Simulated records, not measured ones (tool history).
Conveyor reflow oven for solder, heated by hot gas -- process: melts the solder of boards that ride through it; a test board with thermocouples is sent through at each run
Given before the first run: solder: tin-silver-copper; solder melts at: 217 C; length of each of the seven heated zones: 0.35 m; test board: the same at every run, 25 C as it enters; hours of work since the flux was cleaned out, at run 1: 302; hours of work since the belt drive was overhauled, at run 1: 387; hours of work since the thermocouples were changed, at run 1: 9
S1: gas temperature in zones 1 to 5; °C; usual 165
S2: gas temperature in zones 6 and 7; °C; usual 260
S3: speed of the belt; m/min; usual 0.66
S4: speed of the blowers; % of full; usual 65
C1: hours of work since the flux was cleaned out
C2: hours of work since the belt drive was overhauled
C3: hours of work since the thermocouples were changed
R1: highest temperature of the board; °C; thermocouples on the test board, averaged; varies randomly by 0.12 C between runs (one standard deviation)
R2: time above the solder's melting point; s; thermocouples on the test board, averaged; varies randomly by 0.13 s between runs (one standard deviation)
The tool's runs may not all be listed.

| run | hour | S1 | S2 | S3 | S4 | C1 | C2 | C3 | R1 | R2 |
|---|---|---|---|---|---|---|---|---|---|---|
| 1 | 0 | 165 | 260 | 0.66 | 65 | 302 | 387 | 9 | 248.1 | 44 |
| 2 | 13.1 | 165 | 260 | 0.66 | 65 | 309 | 395 | 17 | 248 | 43.9 |
| 3 | 26.5 | 165 | 260 | 0.66 | 65 | 317 | 402 | 24 | 248.1 | 43.9 |
| 4 | 46.8 | 165 | 260 | 0.66 | 65 | 329 | 414 | 36 | 248.2 | 44 |
| 5 | 70.9 | 165 | 260 | 0.66 | 65 | 342 | 428 | 50 | 248.1 | 44 |
| 6 | 84.2 | 165 | 260 | 0.66 | 65 | 350 | 435 | 57 | 248.1 | 43.9 |
| 7 | 104.9 | 165 | 260 | 0.66 | 65 | 362 | 447 | 69 | 248.2 | 44.1 |
| 8 | 126.6 | 165 | 260 | 0.667 | 65 | 374 | 459 | 81 | 247.9 | 43.1 |
| 9 | 144 | 165 | 260 | 0.667 | 65 | 384 | 469 | 91 | 247.9 | 42.9 |
| 10 | 159 | 165 | 259 | 0.66 | 65 | 393 | 478 | 100 | 247.3 | 43.3 |
| 11 | 179.1 | 165 | 260 | 0.66 | 65 | 404 | 489 | 111 | 248.1 | 43.8 |
| 12 | 197 | 165 | 260 | 0.66 | 65 | 414 | 499 | 122 | 248.1 | 44.1 |
|  | 219.2 | flux residue cleaned out of gas plates and filters |
| 13 | 219.6 | 165 | 260 | 0.66 | 65 | 0 | 510 | 132 | 248 | 43.9 |
| 14 | 239.5 | 165 | 260 | 0.66 | 65 | 12 | 521 | 143 | 248.2 | 44.1 |
| 15 | 261 | 165 | 260 | 0.66 | 65 | 24 | 533 | 155 | 248 | 43.9 |
| 16 | 280.4 | 165 | 274 | 0.66 | 65 | 35 | 544 | 166 | 261.2 | 50.8 |
| 17 | 293.1 | 165 | 274 | 0.762 | 65 | 42 | 551 | 174 | 256.5 | 41.3 |
| 18 | 310.2 | 165 | 274 | 0.762 | 65 | 52 | 561 | 183 | 256.6 | 41.1 |
| 19 | 330.1 | 165 | 260 | 0.781 | 86 | 63 | 573 | 195 | 247.7 | 36.4 |
| 20 | 347 | 165 | 260 | 0.781 | 86 | 73 | 582 | 204 | 247.4 | 36.5 |
| 21 | 359.6 | 165 | 263 | 0.781 | 68 | 80 | 589 | 211 | 246.5 | 35.2 |
| 22 | 376.5 | 179 | 263 | 0.64 | 68 | 90 | 599 | 221 | 254.1 | 53.1 |
| 23 | 388.1 | 160 | 260 | 0.66 | 65 | 96 | 606 | 228 | 247.6 | 42.3 |
| 24 | 414.3 | 172 | 260 | 0.66 | 65 | 111 | 621 | 243 | 249 | 46.5 |
| 25 | 430.6 | 172 | 274 | 0.69 | 65 | 121 | 630 | 252 | 260.6 | 49.5 |
| 26 | 452.1 | 167 | 260 | 0.66 | 65 | 133 | 642 | 264 | 248.3 | 44.6 |
| 27 | 469.3 | 167 | 260 | 0.66 | 65 | 143 | 652 | 274 | 248.6 | 44.8 |
| 28 | 486 | 167 | 260 | 0.66 | 65 | 152 | 662 | 284 | 248.6 | 44.9 |
| 29 | 511.8 | 167 | 260 | 0.66 | 65 | 167 | 676 | 298 | 248.5 | 44.6 |
| 30 | 523.7 | 167 | 260 | 0.66 | 65 | 174 | 683 | 305 | 248.6 | 44.6 |
| 31 | 537 | 160 | 260 | 0.644 | 65 | 181 | 691 | 313 | 248.2 | 44 |

Alternative continuations, all from the tool just after run 31; predict every row:
| A | 556.2 | 165 | 260 | 0.594 | 65 | 192 | 702 | 324 | ? | ? |
| B | 556.2 | 165 | 260 | 0.609 | 65 | 192 | 702 | 324 | ? | ? |
| C | 556.2 | 160 | 273 | 0.644 | 65 | 192 | 702 | 324 | ? | ? |
| D | 556.2 | 165 | 260 | 0.709 | 86 | 192 | 702 | 324 | ? | ? |

| run | R1 | R2 |
|---|---|---|
| A | 250.8 | 51.7 |
| B | 250.3 | 49.7 |
| C | 260.4 | 50.7 |
| D | 250 | 42.5 |
Take away the tool's hidden state, keep each run's random variation, and the runs would have read:
| run | R1 | R2 |
|---|---|---|
| A | 250.8 | 51.7 |
| B | 250.2 | 49.7 |
| C | 260.3 | 50.6 |
| D | 249.9 | 42.5 |
